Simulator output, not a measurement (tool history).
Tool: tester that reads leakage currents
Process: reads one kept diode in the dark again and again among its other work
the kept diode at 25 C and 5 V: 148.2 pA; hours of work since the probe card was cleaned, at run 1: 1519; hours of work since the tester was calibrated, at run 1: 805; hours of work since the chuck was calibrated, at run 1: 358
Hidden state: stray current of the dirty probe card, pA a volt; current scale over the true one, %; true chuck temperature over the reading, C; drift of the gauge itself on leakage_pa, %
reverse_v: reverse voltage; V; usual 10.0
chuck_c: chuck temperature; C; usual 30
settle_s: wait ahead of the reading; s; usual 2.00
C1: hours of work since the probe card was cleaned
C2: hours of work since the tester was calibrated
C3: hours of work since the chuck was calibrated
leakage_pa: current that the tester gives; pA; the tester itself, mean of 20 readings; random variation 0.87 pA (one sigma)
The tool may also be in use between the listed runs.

run 1 day=0.000 | reverse_v=10.0 chuck_c=30 settle_s=2.00 | C1=1519 C2=805 C3=358 | leakage_pa=295.25
run 2 day=3.733 | reverse_v=10.0 chuck_c=30 settle_s=2.00 | C1=1575 C2=861 C3=414 | leakage_pa=293.47
run 3 day=7.800 | reverse_v=10.0 chuck_c=30 settle_s=2.00 | C1=1636 C2=922 C3=475 | leakage_pa=293.66
run 4 day=13.500 | reverse_v=10.0 chuck_c=30 settle_s=2.00 | C1=1721 C2=1007 C3=560 | leakage_pa=292.96
run 5 day=16.071 | reverse_v=10.0 chuck_c=30 settle_s=2.00 | C1=1760 C2=1046 C3=599 | leakage_pa=291.53
run 6 day=21.212 | reverse_v=10.0 chuck_c=28 settle_s=2.00 | C1=1837 C2=1123 C3=676 | leakage_pa=247.01
run 7 day=25.308 | reverse_v=10.0 chuck_c=49 settle_s=2.00 | C1=1898 C2=1184 C3=738 | leakage_pa=1366.48
run 8 day=28.875 | reverse_v=10.0 chuck_c=58 settle_s=2.00 | C1=1952 C2=1238 C3=791 | leakage_pa=2735.29
-- day=31.638 chuck's temperature calibrated
run 9 day=31.892 | reverse_v=10.0 chuck_c=30 settle_s=2.75 | C1=1996 C2=1282 C3=4 | leakage_pa=310.41
run 10 day=36.238 | reverse_v=19.7 chuck_c=30 settle_s=2.00 | C1=2061 C2=1347 C3=69 | leakage_pa=395.14
run 11 day=39.067 | reverse_v=10.0 chuck_c=30 settle_s=2.00 | C1=2104 C2=1390 C3=111 | leakage_pa=308.54
run 12 day=43.088 | reverse_v=2.3 chuck_c=40 settle_s=8.95 | C1=2164 C2=1450 C3=172 | leakage_pa=435.64
run 13 day=48.950 | reverse_v=2.3 chuck_c=32 settle_s=2.27 | C1=2252 C2=1538 C3=260 | leakage_pa=219.64
run 14 day=53.558 | reverse_v=2.6 chuck_c=43 settle_s=6.78 | C1=2321 C2=1607 C3=329 | leakage_pa=574.67
-- day=57.050 probe card cleaned and baked
run 15 day=59.100 | reverse_v=18.0 chuck_c=56 settle_s=2.00 | C1=31 C2=1688 C3=410 | leakage_pa=2897.05
run 16 day=62.708 | reverse_v=18.0 chuck_c=56 settle_s=2.00 | C1=85 C2=1742 C3=464 | leakage_pa=2878.45
run 17 day=68.150 | reverse_v=18.0 chuck_c=53 settle_s=2.00 | C1=167 C2=1824 C3=546 | leakage_pa=2268.28
run 18 day=71.796 | reverse_v=18.0 chuck_c=53 settle_s=2.00 | C1=221 C2=1879 C3=601 | leakage_pa=2269.29
run 19 day=74.988 | reverse_v=11.6 chuck_c=57 settle_s=4.38 | C1=269 C2=1927 C3=648 | leakage_pa=2663.53
run 20 day=79.579 | reverse_v=11.6 chuck_c=57 settle_s=4.38 | C1=338 C2=1995 C3=717 | leakage_pa=2654.88
run 21 day=84.800 | reverse_v=11.6 chuck_c=57 settle_s=4.38 | C1=416 C2=2074 C3=796 | leakage_pa=2653.29

Measured less the same run without the tool's hidden state. The same run-to-run variation is in both; the gauge's scatter may not be:
run=1 leakage_pa=+4.24
run=2 leakage_pa=+3.59
run=3 leakage_pa=+2.79
run=4 leakage_pa=+1.63
run=5 leakage_pa=+1.17
run=6 leakage_pa=+3.01
run=7 leakage_pa=-66.70
run=8 leakage_pa=-153.83
run=9 leakage_pa=+19.90
run=10 leakage_pa=+38.11
run=11 leakage_pa=+18.39
run=12 leakage_pa=-0.49
run=13 leakage_pa=+0.77
run=14 leakage_pa=-8.09
run=15 leakage_pa=-84.53
run=16 leakage_pa=-93.83
run=17 leakage_pa=-88.34
run=18 leakage_pa=-96.28
run=19 leakage_pa=-121.76
run=20 leakage_pa=-133.75
run=21 leakage_pa=-147.13
